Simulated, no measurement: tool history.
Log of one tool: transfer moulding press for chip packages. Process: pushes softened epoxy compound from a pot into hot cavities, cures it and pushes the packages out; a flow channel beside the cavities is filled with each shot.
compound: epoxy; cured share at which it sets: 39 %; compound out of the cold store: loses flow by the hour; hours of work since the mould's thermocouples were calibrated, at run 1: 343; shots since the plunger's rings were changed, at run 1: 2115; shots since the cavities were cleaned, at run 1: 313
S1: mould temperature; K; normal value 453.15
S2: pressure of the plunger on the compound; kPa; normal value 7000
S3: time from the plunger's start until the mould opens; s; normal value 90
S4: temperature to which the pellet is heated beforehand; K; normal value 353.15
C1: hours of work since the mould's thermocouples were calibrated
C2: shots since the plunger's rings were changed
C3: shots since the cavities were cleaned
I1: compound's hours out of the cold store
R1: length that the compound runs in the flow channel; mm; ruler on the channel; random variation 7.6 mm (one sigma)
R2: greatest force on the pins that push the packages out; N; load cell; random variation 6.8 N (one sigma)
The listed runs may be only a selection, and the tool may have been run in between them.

| run | hour | S1 | S2 | S3 | S4 | C1 | C2 | C3 | I1 | R1 | R2 |
|---|---|---|---|---|---|---|---|---|---|---|---|
| 1 | 0 | 453.15 | 7000 | 90 | 353.15 | 343 | 2115 | 313 | 39.2 | 833 | 389 |
|  | 35.6 | cavities cleaned with cleaning compound and waxed |
| 2 | 67.8 | 453.15 | 7000 | 90 | 353.15 | 374 | 2745 | 306 | 46.2 | 788 | 394 |
|  | 101.3 | cavities cleaned with cleaning compound and waxed |
| 3 | 144.2 | 453.15 | 7000 | 90 | 353.15 | 408 | 3457 | 407 | 21.5 | 862 | 459 |
|  | 169.1 | cavities cleaned with cleaning compound and waxed |
| 4 | 181.7 | 453.15 | 7000 | 90 | 353.15 | 424 | 3800 | 120 | 12.3 | 904 | 366 |
|  | 235.3 | cavities cleaned with cleaning compound and waxed |
| 5 | 235.3 | 453.15 | 6660 | 90 | 353.15 | 448 | 4296 | 0 | 44.4 | 765 | 291 |
|  | 301.7 | cavities cleaned with cleaning compound and waxed |
| 6 | 301.7 | 453.15 | 7000 | 90 | 353.15 | 478 | 4913 | 0 | 30 | 800 | 296 |
|  | 368.5 | cavities cleaned with cleaning compound and waxed |
| 7 | 372 | 455.15 | 7000 | 90 | 353.15 | 509 | 5567 | 33 | 34.5 | 769 | 280 |
|  | 401.5 | plunger's sealing rings changed |
|  | 438.8 | cavities cleaned with cleaning compound and waxed |
| 8 | 443.9 | 455.15 | 7000 | 90 | 353.15 | 540 | 390 | 49 | 16.7 | 936 | 301 |
|  | 506.5 | cavities cleaned with cleaning compound and waxed |
| 9 | 530.6 | 455.15 | 7000 | 90 | 353.15 | 579 | 1200 | 230 | 28.3 | 898 | 362 |
|  | 574.1 | cavities cleaned with cleaning compound and waxed |
|  | 590.2 | mould's thermocouples calibrated |
| 10 | 600.5 | 455.15 | 7000 | 90 | 353.15 | 5 | 1831 | 232 | 14.4 | 930 | 379 |
|  | 646.3 | cavities cleaned with cleaning compound and waxed |
| 11 | 652.9 | 456.15 | 7000 | 90 | 353.15 | 28 | 2315 | 63 | 9.6 | 943 | 294 |
|  | 715.8 | cavities cleaned with cleaning compound and waxed |
| 12 | 719.3 | 456.15 | 7000 | 90 | 353.15 | 58 | 2932 | 33 | 14.9 | 901 | 282 |
|  | 780.7 | cavities cleaned with cleaning compound and waxed |
| 13 | 783.3 | 456.15 | 7000 | 90 | 353.15 | 86 | 3526 | 24 | 28.2 | 852 | 260 |
|  | 847.8 | cavities cleaned with cleaning compound and waxed |
| 14 | 856.9 | 456.15 | 7000 | 125 | 357.15 | 119 | 4212 | 86 | 44.7 | 770 | 204 |
|  | 909.2 | mould's thermocouples calibrated, once more |
|  | 920.9 | cavities cleaned with cleaning compound and waxed |
| 15 | 933.3 | 445.15 | 7000 | 125 | 357.15 | 10 | 4906 | 118 | 18.9 | 876 | 303 |
|  | 986.2 | cavities cleaned with cleaning compound and waxed |
| 16 | 1000.5 | 445.15 | 7000 | 125 | 357.15 | 40 | 5530 | 135 | 38.4 | 799 | 292 |
|  | 1032.8 | plunger's sealing rings changed |
|  | 1053.7 | cavities cleaned with cleaning compound and waxed |
| 17 | 1075.8 | 445.15 | 7000 | 119 | 357.15 | 73 | 395 | 210 | 18.4 | 967 | 374 |
|  | 1122.8 | cavities cleaned with cleaning compound and waxed |
| 18 | 1159.1 | 460.15 | 7000 | 90 | 351.15 | 110 | 1173 | 346 | 25.8 | 888 | 292 |
|  | 1187.7 | cavities cleaned with cleaning compound and waxed |
| 19 | 1244 | 453.15 | 8270 | 119 | 353.15 | 148 | 1965 | 534 | 19.1 | 993 | 319 |
|  | 1253 | cavities cleaned with cleaning compound and waxed |
| 20 | 1294.3 | 453.15 | 8270 | 119 | 353.15 | 171 | 2430 | 393 | 46.8 | 870 | 286 |
|  | 1317.7 | cavities cleaned with cleaning compound and waxed |
| 21 | 1352.2 | 453.15 | 8270 | 119 | 353.15 | 197 | 2966 | 328 | 18 | 967 | 278 |
|  | 1387.7 | cavities cleaned with cleaning compound and waxed |
| 22 | 1408.8 | 453.15 | 8270 | 119 | 353.15 | 222 | 3490 | 200 | 41.8 | 889 | 259 |
|  | 1457.1 | cavities cleaned with cleaning compound and waxed |
| 23 | 1464.1 | 453.15 | 6810 | 83 | 353.15 | 246 | 4002 | 67 | 31.5 | 813 | 404 |
|  | 1523.9 | cavities cleaned with cleaning compound and waxed |
| 24 | 1523.9 | 446.15 | 5950 | 83 | 353.15 | 273 | 4557 | 0 | 40.2 | 736 | 543 |
| 25 | 1578 | 446.15 | 5950 | 83 | 353.15 | 298 | 5071 | 514 | 43.7 | 728 | 887 |

Forecast each of these 5 alternatives for the next run:
|  | 1589.2 | cavities cleaned with cleaning compound and waxed |
| A | 1648.3 | 446.15 | 6870 | 98 | 348.15 | 329 | 5726 | 562 | 47.7 | ? | ? |
|  | 1589.2 | cavities cleaned with cleaning compound and waxed |
| B | 1648.3 | 448.15 | 5440 | 128 | 353.15 | 329 | 5726 | 562 | 27 | ? | ? |
|  | 1589.2 | cavities cleaned with cleaning compound and waxed |
| C | 1648.3 | 446.15 | 5950 | 126 | 353.15 | 329 | 5726 | 562 | 45 | ? | ? |
|  | 1589.2 | cavities cleaned with cleaning compound and waxed |
| D | 1648.3 | 455.15 | 8730 | 90 | 362.15 | 329 | 5726 | 562 | 23.9 | ? | ? |
|  | 1589.2 | cavities cleaned with cleaning compound and waxed |
| E | 1648.3 | 446.15 | 6270 | 83 | 353.15 | 329 | 5726 | 562 | 19.3 | ? | ? |

| run | R1 | R2 |
|---|---|---|
| A | 755 | 651 |
| B | 723 | 365 |
| C | 705 | 386 |
| D | 895 | 429 |
| E | 809 | 1035 |
With the hidden condition removed and each run's random variation left untouched, the same runs would have given:
| run | R1 | R2 |
|---|---|---|
| A | 853 | 368 |
| B | 816 | 208 |
| C | 796 | 220 |
| D | 1011 | 242 |
| E | 912 | 588 |

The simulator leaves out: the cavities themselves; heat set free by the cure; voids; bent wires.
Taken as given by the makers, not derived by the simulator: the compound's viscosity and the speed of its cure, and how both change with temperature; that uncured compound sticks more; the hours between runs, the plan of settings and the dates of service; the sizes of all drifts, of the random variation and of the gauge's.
